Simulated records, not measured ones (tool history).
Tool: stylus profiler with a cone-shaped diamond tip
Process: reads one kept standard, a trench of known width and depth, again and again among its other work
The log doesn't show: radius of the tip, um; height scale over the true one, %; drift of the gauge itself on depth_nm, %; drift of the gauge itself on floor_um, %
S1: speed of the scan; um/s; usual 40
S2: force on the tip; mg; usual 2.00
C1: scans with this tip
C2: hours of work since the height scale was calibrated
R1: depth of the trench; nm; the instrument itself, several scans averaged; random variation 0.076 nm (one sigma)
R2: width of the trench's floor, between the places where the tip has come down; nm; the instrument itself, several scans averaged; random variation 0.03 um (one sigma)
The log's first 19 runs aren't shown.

run    hour   S1    S2     C1    C2      R1     R2
 20   693.9   25  2.00  12744  1900  203.00  48170
 21   719.2   25  2.00  12871  1919  202.89  48160
 22   768.5  142  2.00  13121  1956  203.01  47900
 23   815.9  142  2.00  13360  1992  202.95  47830
 24   846.8   86  1.03  13516  2015  201.79  47920
 25   904.8   86  1.03  13809  2059  201.88  47950
 26   949.6  103  3.84  14036  2092  204.57  48070
 27  1007.1  103  3.84  14326  2136  204.57  48020
 28  1053.5  103  3.84  14560  2170  204.54  48050
     1083.4  -- height scale calibrated on a step standard
 29  1089.4   28  3.84  14739     4  204.43  48190
 30  1145.0   80  2.54  15020    46  203.39  48050
 31  1173.8   52  3.60  15165    68  204.44  48120
 32  1217.3   40  3.93  15385   101  204.55  48160
 33  1249.2   40  3.93  15546   125  204.51  48130
 34  1287.3  112  3.35  15738   153  204.14  47960
 35  1340.5  130  3.84  16007   194  204.56  47960
 36  1378.0   21  5.14  16196   222  205.51  48250
 37  1429.7   79  5.14  16457   261  205.36  48080
 38  1468.2   46  1.55  16652   290  202.51  48050
 39  1501.0   15  0.92  16818   314  201.69  48220
 40  1532.7   32  4.32  16978   338  205.05  48150
 41  1570.0   37  2.68  17166   366  203.56  48130
 42  1602.2   69  1.21  17329   391  202.07  48010

4 ways to go on from here, each from the tool as it stands after run 42. What would each give?
  A  1652.2  10  1.16  17582  428   ?   ?
  B  1652.2  18  0.95  17582  428   ?   ?
  C  1652.2  26  1.21  17582  428   ?   ?
  D  1652.2  69  4.12  17582  428   ?   ?

run      R1     R2
  A  202.19  48180
  B  201.77  48110
  C  202.07  48160
  D  204.83  48050
Without the tool's hidden state the same runs would have given:
run      R1     R2
  A  202.19  48190
  B  201.78  48120
  C  202.07  48170
  D  204.84  48060

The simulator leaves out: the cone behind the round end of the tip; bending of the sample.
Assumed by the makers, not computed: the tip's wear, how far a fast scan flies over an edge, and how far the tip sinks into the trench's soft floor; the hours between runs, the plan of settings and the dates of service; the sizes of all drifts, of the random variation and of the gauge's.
